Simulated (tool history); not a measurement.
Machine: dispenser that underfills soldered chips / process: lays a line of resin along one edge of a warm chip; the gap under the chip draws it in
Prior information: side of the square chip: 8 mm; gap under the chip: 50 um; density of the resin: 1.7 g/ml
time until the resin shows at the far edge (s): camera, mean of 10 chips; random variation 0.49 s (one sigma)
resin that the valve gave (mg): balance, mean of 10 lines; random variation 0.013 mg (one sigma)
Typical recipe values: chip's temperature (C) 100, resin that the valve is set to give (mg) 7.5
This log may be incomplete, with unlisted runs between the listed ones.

| run | hour | chip's temperature (C) | resin that the valve is set to give (mg) | time until the resin shows at the far edge (s) | resin that the valve gave (mg) |
|---|---|---|---|---|---|
| 1 | 0 | 100 | 7.5 | 63.1 | 7.36 |
|  | 1.5 | new syringe of resin |
| 2 | 5.4 | 100 | 7.5 | 47.4 | 7.36 |
| 3 | 11.8 | 100 | 7.5 | 59.5 | 7.35 |
|  | 15.4 | new syringe of resin |
| 4 | 20.3 | 100 | 7.5 | 48.5 | 7.31 |
| 5 | 28.1 | 100 | 7.5 | 63.8 | 7.29 |
|  | 29.9 | new syringe of resin |
| 6 | 36.9 | 100 | 7.5 | 51.3 | 7.28 |
|  | 41.3 | dispensing valve cleaned and set on the balance |
|  | 45.1 | new syringe of resin |
| 7 | 47.9 | 100 | 7.5 | 45.7 | 7.47 |
| 8 | 52.9 | 97 | 7.5 | 62.3 | 7.48 |
| 9 | 58.1 | 91 | 7.5 | 94.7 | 7.47 |
|  | 59.1 | new syringe of resin |
| 10 | 66.1 | 91 | 7.5 | 75.7 | 7.43 |
|  | 73.1 | new syringe of resin |
| 11 | 75.7 | 93 | 7.5 | 59.4 | 7.42 |
| 12 | 85.6 | 93 | 7.5 | 85.8 | 7.37 |
|  | 86.9 | new syringe of resin |
| 13 | 90.9 | 102 | 8.17 | 42.3 | 8 |
| 14 | 97.5 | 112 | 6.58 | 40.5 | 6.44 |
|  | 100.8 | new syringe of resin |
| 15 | 104.1 | 112 | 6.58 | 32.5 | 6.43 |
| 16 | 111.7 | 87 | 8.69 | 100.9 | 8.44 |
|  | 114.7 | new syringe of resin |
|  | 116.2 | dispensing valve cleaned and set on the balance |
| 17 | 119.9 | 110 | 8.7 | 31.6 | 8.64 |
| 18 | 125.1 | 103 | 9.66 | 49.1 | 9.59 |
|  | 129.5 | new syringe of resin |
| 19 | 135.6 | 109 | 8.14 | 36.7 | 8.05 |
| 20 | 141.4 | 106 | 8.39 | 50.5 | 8.3 |
|  | 143.9 | new syringe of resin |
| 21 | 151.7 | 103 | 6.59 | 51.1 | 6.47 |
|  | 158.1 | new syringe of resin |
| 22 | 160 | 103 | 6.59 | 42.2 | 6.47 |
| 23 | 165.1 | 97 | 7.73 | 59.2 | 7.54 |
| 24 | 170.1 | 99 | 8.17 | 65.3 | 7.99 |

Hidden state or all else? Some run-to-run changes of time until the resin shows at the far edge (s), split into what the settings, what came in and random variation would give without the hidden state, and what is left for the hidden state (with any gauge scatter that isn't in both results):
Hidden state present: resin's viscosity, % of fresh resin's; dose that the valve gives, % of what is set; true chip temperature over the reading, C; drift of the gauge itself on fill_s, %; drift of the gauge itself on given_mg, %.
Run 15 -> 16: chip's temperature (C) 112 -> 87, resin that the valve is set to give (mg) 6.58 -> 8.69. time until the resin shows at the far edge (s) +68.4: hidden state +31.4, all else +37.
Run 16 -> 17: chip's temperature (C) 87 -> 110, resin that the valve is set to give (mg) 8.69 -> 8.7, new syringe of resin, dispensing valve cleaned and set on the balance. time until the resin shows at the far edge (s) -69.3: hidden state -31.2, all else -38.1.
